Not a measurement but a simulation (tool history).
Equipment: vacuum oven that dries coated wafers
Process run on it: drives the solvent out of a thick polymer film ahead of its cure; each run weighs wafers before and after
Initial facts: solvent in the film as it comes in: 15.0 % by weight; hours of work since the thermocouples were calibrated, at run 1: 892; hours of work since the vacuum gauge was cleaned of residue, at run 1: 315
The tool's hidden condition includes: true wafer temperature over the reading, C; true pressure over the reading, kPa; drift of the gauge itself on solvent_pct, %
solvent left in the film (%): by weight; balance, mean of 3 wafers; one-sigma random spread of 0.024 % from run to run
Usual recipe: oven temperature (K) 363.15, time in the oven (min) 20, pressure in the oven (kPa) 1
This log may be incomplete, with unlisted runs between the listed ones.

run,hour,oven temperature (K),time in the oven (min),pressure in the oven (kPa),hours of work since the thermocouples were calibrated,hours of work since the vacuum gauge was cleaned of residue,solvent left in the film (%)
1,0.0,363.15,20,1,892,315,0.86
2,34.7,363.15,12,1,908,331,2.12
3,101.5,363.15,12,1,938,361,2.11
4,139.4,351.15,20,1,955,378,2.75
5,197.3,351.15,20,1,981,404,2.76
6,248.0,351.15,20,1,1004,427,2.75
7,279.4,363.15,20,1,1018,441,0.83

What does the tool deliver on the next run?
8,324.8,363.15,20,1,1039,462,?

Run 8 produced solvent left in the film (%) 0.90.
If the tool had no hidden condition, the same run with the same run-to-run variation would have returned solvent left in the film (%) 0.80.
